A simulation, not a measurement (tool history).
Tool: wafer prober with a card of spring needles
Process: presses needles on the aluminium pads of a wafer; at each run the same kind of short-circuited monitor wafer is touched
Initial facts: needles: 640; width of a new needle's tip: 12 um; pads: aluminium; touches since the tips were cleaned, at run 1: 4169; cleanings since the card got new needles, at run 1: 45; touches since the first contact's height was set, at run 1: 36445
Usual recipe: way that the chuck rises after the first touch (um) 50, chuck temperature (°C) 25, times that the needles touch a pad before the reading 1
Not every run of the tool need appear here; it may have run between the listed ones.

run    hour  way that the chuck rises after the first touch (um)  chuck temperature (°C)  times that the needles touch a pad before the reading  touches since the tips were cleaned  cleanings since the card got new needles  touches since the first contact's height was set  resistance of one needle with its contact and lead (mohm)  way that a needle slides on the pad (um)
  1     0.0                                                   50                      25                                                      1                                 4169                                        45                                             36445                                                        289                                     10.07
       10.6  -- tips cleaned on abrasive film
       35.6  -- tips cleaned on abrasive film
  2    51.9                                                   50                      52                                                      1                                 6229                                        47                                             56229                                                        304                                     10.03
       57.3  -- tips cleaned on abrasive film
       78.4  -- height of the first contact set anew
       83.5  -- tips cleaned on abrasive film
      110.0  -- tips cleaned on abrasive film
  3   120.3                                                   45                      25                                                      1                                 3953                                        50                                             15971                                                        312                                      9.08
      136.1  -- tips cleaned on abrasive film
      161.7  -- tips cleaned on abrasive film
      186.8  -- tips cleaned on abrasive film
  4   186.8                                                   50                      25                                                      1                                    0                                        53                                             41271                                                        205                                     10.07
      213.2  -- tips cleaned on abrasive film
  5   229.9                                                   50                      25                                                      1                                 6396                                        54                                             57754                                                        297                                     10.03
      235.3  -- tips cleaned on abrasive film
      251.4  -- height of the first contact set anew
      262.1  -- tips cleaned on abrasive film
      283.3  -- tips cleaned on abrasive film
      309.7  -- tips cleaned on abrasive film
  6   325.1                                                   50                      25                                                      1                                 5895                                        58                                             28085                                                        297                                     10.09
      335.6  -- tips cleaned on abrasive film
      361.2  -- tips cleaned on abrasive film
      387.3  -- tips cleaned on abrasive film
  7   405.5                                                   45                      25                                                      1                                 6987                                        61                                             58724                                                        323                                      9.06
      410.6  -- tips cleaned on abrasive film
      426.7  -- height of the first contact set anew
      437.4  -- tips cleaned on abrasive film
  8   453.8                                                   50                      25                                                      1                                 6300                                        63                                             10334                                                        301                                     10.11
      459.2  -- tips cleaned on abrasive film
      484.8  -- tips cleaned on abrasive film
      511.2  -- tips cleaned on abrasive film
      537.2  -- tips cleaned on abrasive film
  9   555.7                                                   50                      25                                                      1                                 7087                                        67                                             49144                                                        304                                     10.09
      561.1  -- tips cleaned on abrasive film
      586.3  -- tips cleaned on abrasive film
      602.4  -- height of the first contact set anew
      607.8  -- tips cleaned on abrasive film
 10   626.7                                                   50                      33                                                      1                                 7229                                        70                                              9246                                                        301                                     10.12
      632.1  -- tips cleaned on abrasive film
      657.5  -- tips cleaned on abrasive film
      684.0  -- tips cleaned on abrasive film
 11   686.8                                                   50                      25                                                      1                                 1085                                        73                                             32126                                                        251                                     10.07
      707.8  -- tips cleaned on abrasive film
      733.8  -- tips cleaned on abrasive film
      755.0  -- tips cleaned on abrasive film
      776.4  -- height of the first contact set anew
      778.9  -- tips cleaned on abrasive film
 12   778.9                                                   50                      25                                                      1                                    0                                        77                                               930                                                        214                                     10.11
      805.3  -- tips cleaned on abrasive film
      831.7  -- tips cleaned on abrasive film
 13   852.6                                                   50                      25                                                      1                                 7992                                        79                                             29070                                                        304                                     10.09
      858.0  -- tips cleaned on abrasive film
      883.8  -- tips cleaned on abrasive film
      909.0  -- tips cleaned on abrasive film
 14   909.0                                                   50                      25                                                      1                                    0                                        82                                             50517                                                        211                                     10.05
      935.4  -- tips cleaned on abrasive film
      951.6  -- height of the first contact set anew
      962.2  -- tips cleaned on abrasive film
      983.4  -- tips cleaned on abrasive film
 15   996.1                                                   62                     101                                                      1                                 4851                                        85                                             16955                                                        282                                     12.57
     1005.0  -- tips cleaned on abrasive film
     1031.4  -- tips cleaned on abrasive film
     1057.6  -- tips cleaned on abrasive film
     1083.6  -- tips cleaned on abrasive film
 16  1087.7                                                   37                      25                                                      1                                 1566                                        89                                             51863                                                        333                                      7.42
     1108.9  -- tips cleaned on abrasive film
     1123.9  -- height of the first contact set anew
     1132.7  -- tips cleaned on abrasive film
 17  1132.7                                                   37                      25                                                      1                                    0                                        91                                              3301                                                        227                                      7.49
     1157.5  -- tips cleaned on abrasive film
     1184.0  -- tips cleaned on abrasive film
 18  1198.5                                                   51                      25                                                      2                                 5565                                        93                                             28410                                                        261                                     10.31
     1209.1  -- tips cleaned on abrasive film
     1234.8  -- tips cleaned on abrasive film
 19  1243.1                                                   64                      25                                                      2                                 3147                                        95                                             45381                                                        241                                     12.93
     1259.0  -- tips cleaned on abrasive film
     1285.3  -- tips cleaned on abrasive film
     1296.1  -- height of the first contact set anew
 20  1300.7                                                   64                      25                                                      2                                 5784                                        97                                              1750                                                        242                                     12.95
     1311.3  -- tips cleaned on abrasive film
     1337.1  -- tips cleaned on abrasive film
     1363.1  -- tips cleaned on abrasive film
     1389.2  -- tips cleaned on abrasive film
 21  1398.9                                                   53                      49                                                      3                                 3744                                       101                                             39197                                                        237                                     10.67
     1414.4  -- tips cleaned on abrasive film
     1439.4  -- tips cleaned on abrasive film
     1464.1  -- tips cleaned on abrasive film
     1469.6  -- height of the first contact set anew
     1490.4  -- tips cleaned on abrasive film
 22  1496.9                                                   38                      25                                                      2                                 2470                                       105                                             10390                                                        301                                      7.70
     1512.8  -- tips cleaned on abrasive film
     1539.1  -- tips cleaned on abrasive film
     1564.7  -- tips cleaned on abrasive film
 23  1564.7                                                   34                      58                                                      2                                    0                                       108                                             36235                                                        237                                      6.85
     1590.6  -- tips cleaned on abrasive film
     1612.4  -- tips cleaned on abrasive film
 24  1612.4                                                   50                      70                                                      1                                    0                                       110                                             54407                                                        227                                     10.04
     1638.2  -- tips cleaned on abrasive film
     1643.8  -- height of the first contact set anew
 25  1656.5                                                   68                      48                                                      2                                 6866                                       111                                              4850                                                        241                                     13.80
     1660.9  -- tips cleaned on abrasive film
     1687.3  -- tips cleaned on abrasive film
 26  1699.3                                                   70                      51                                                      3                                 4602                                       113                                             21159                                                        226                                     14.12
     1710.0  -- tips cleaned on abrasive film
     1736.4  -- tips cleaned on abrasive film
     1762.0  -- tips cleaned on abrasive film
 27  1776.9                                                   70                      51                                                      3                                 5703                                       116                                             50747                                                        233                                     14.11

For each run, the measured value with the value that run would have given without the tool's hidden condition subtracted. The run-to-run variation is shared by both, the gauge scatter possibly not:
What the log doesn't record here: debris on the tips, nm; way that the needles fall short of the set height, um; tips' diameter, um; drift of the gauge itself on contact_mohm, %; drift of the gauge itself on scrub_um, %.
run  resistance of one needle with its contact and lead (mohm)  way that a needle slides on the pad (um)
  1                                                        +87                                     -0.05
  2                                                        +90                                     -0.09
  3                                                       +108                                     -0.03
  4                                                         +5                                     -0.09
  5                                                        +93                                     -0.09
  6                                                        +95                                     -0.04
  7                                                       +118                                     -0.08
  8                                                        +97                                     -0.02
  9                                                       +100                                     -0.06
 10                                                        +97                                     -0.02
 11                                                        +47                                     -0.06
 12                                                        +13                                     -0.02
 13                                                       +102                                     -0.04
 14                                                         +8                                     -0.10
 15                                                        +62                                     -0.03
 16                                                       +128                                     -0.09
 17                                                        +19                                     -0.01
 18                                                        +61                                     -0.04
 19                                                        +39                                     -0.07
 20                                                        +41                                     +0.00
 21                                                        +31                                     -0.07
 22                                                        +95                                     -0.01
 23                                                        +17                                     -0.05
 24                                                         +9                                     -0.09
 25                                                        +38                                     +0.00
 26                                                        +21                                     -0.04
 27                                                        +23                                     -0.08

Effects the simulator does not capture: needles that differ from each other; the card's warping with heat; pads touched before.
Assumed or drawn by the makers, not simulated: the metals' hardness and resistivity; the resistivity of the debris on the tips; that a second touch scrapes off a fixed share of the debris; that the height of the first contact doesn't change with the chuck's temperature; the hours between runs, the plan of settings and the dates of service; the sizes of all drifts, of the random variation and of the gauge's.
